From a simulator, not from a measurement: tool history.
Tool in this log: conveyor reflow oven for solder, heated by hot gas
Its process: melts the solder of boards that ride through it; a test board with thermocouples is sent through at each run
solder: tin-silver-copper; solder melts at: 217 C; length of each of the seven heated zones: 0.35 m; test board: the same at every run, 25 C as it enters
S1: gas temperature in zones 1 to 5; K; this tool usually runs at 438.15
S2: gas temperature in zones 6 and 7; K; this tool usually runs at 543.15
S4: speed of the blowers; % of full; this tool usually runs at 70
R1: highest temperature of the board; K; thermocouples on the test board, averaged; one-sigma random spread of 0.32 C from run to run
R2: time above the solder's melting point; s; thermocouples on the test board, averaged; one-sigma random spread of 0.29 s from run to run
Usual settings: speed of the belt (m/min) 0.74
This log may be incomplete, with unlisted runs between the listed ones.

Run 1, hour 0: usual settings. Result: R1 519.35 K, R2 34.9 s.
Run 2, hour 23.9: usual settings. Result: R1 519.85 K, R2 35.5 s.
Run 3, hour 51: usual settings. Result: R1 519.25 K, R2 35 s.
Run 4, hour 63.8: usual settings but S1 447.15 K. Result: R1 521.85 K, R2 38.7 s.
Run 5, hour 79.1: usual settings but S2 540.15 K. Result: R1 516.85 K, R2 34 s.
Run 6, hour 99.9: usual settings but S2 540.15 K. Result: R1 516.95 K, R2 34 s.
Run 7, hour 125.8: usual settings but S2 540.15 K. Result: R1 517.15 K, R2 33 s.
Run 8, hour 143.9: usual settings but S2 540.15 K. Result: R1 517.15 K, R2 33.2 s.
Run 9, hour 167.6: usual settings but S2 540.15 K. Result: R1 517.05 K, R2 33.1 s.
At hour 174.1: flux residue cleaned out of gas plates and filters.
Run 10, hour 185.3: usual settings but S2 540.15 K. Result: R1 516.75 K, R2 33.1 s.
Run 11, hour 205.9: usual settings but S2 540.15 K. Result: R1 515.75 K, R2 32.3 s.
Run 12, hour 220.5: usual settings but S2 537.15 K. Result: R1 514.05 K, R2 31 s.
Run 13, hour 236.9: usual settings but S2 537.15 K. Result: R1 514.05 K, R2 30.7 s.
Run 14, hour 255.2: usual settings. Result: R1 518.55 K, R2 34.8 s.
Run 15, hour 278.3: usual settings. Result: R1 518.15 K, R2 34.7 s.
At hour 286.8: flux residue cleaned out of gas plates and filters, once more.
Run 16, hour 305.1: usual settings but S1 434.15 K, speed of the belt (m/min) 0.593, S4 79 % of full. Result: R1 531.85 K, R2 53.7 s.
Run 17, hour 323.2: usual settings but S2 549.15 K, S4 88 % of full. Result: R1 533.55 K, R2 43.9 s.
Run 18, hour 346.9: usual settings but S1 427.15 K, S2 550.15 K, speed of the belt (m/min) 0.841, S4 60 % of full. Result: R1 512.15 K, R2 22.8 s.
At hour 366.1: thermocouples of zones 6 and 7 changed.
Run 19, hour 372.6: usual settings but S1 427.15 K, S2 550.15 K, speed of the belt (m/min) 0.841, S4 60 % of full. Result: R1 510.35 K, R2 22 s.
Run 20, hour 396.6: usual settings but S1 431.15 K, S4 87 % of full. Result: R1 524.75 K, R2 37.9 s.
Run 21, hour 420.6: usual settings but S1 449.15 K, speed of the belt (m/min) 0.748. Result: R1 521.35 K, R2 38.8 s.
Run 22, hour 442.7: usual settings but S1 430.15 K, speed of the belt (m/min) 0.748. Result: R1 516.45 K, R2 31.6 s.
Run 23, hour 468.5: usual settings but S1 430.15 K, S2 557.15 K, speed of the belt (m/min) 0.842. Result: R1 522.85 K, R2 30.5 s.
Run 24, hour 490.5: usual settings but S1 447.15 K, S2 534.15 K, speed of the belt (m/min) 0.654, S4 59 % of full. Result: R1 513.95 K, R2 38.3 s.
Run 25, hour 505.5: usual settings but S2 534.15 K, speed of the belt (m/min) 0.654, S4 71 % of full. Result: R1 516.85 K, R2 39.4 s.
Run 26, hour 518.7: usual settings but S2 551.15 K, speed of the belt (m/min) 0.644, S4 71 % of full. Result: R1 531.25 K, R2 49.9 s.
Run 27, hour 531.9: usual settings but S2 551.15 K, speed of the belt (m/min) 0.644, S4 71 % of full. Result: R1 532.55 K, R2 49.4 s.
Run 28, hour 553.8: usual settings but S4 57 % of full. Result: R1 512.35 K, R2 29.7 s.
Run 29, hour 567.1: usual settings but S4 57 % of full. Result: R1 512.75 K, R2 29 s.
Run 30, hour 590.3: usual settings but S4 57 % of full. Result: R1 513.25 K, R2 29.2 s.

3 options for the next run, each taken on its own from the tool as it stands now. Forecast them:
Run A, hour 606.7: usual settings but S1 432.15 K, S2 550.15 K, S4 82 % of full. Result: R1 ?, R2 ?.
Run B, hour 606.7: usual settings but S1 433.15 K. Result: R1 ?, R2 ?.
Run C, hour 606.7: usual settings but speed of the belt (m/min) 0.667, S4 57 % of full. Result: R1 ?, R2 ?.

run      R1    R2
  A  527.95  40.1
  B  518.05  33.5
  C  517.15  37.5
Take away the tool's hidden state, keep each run's random variation, and the runs would have read:
run      R1    R2
  A  528.75  40.5
  B  518.75    34
  C  517.55  37.8
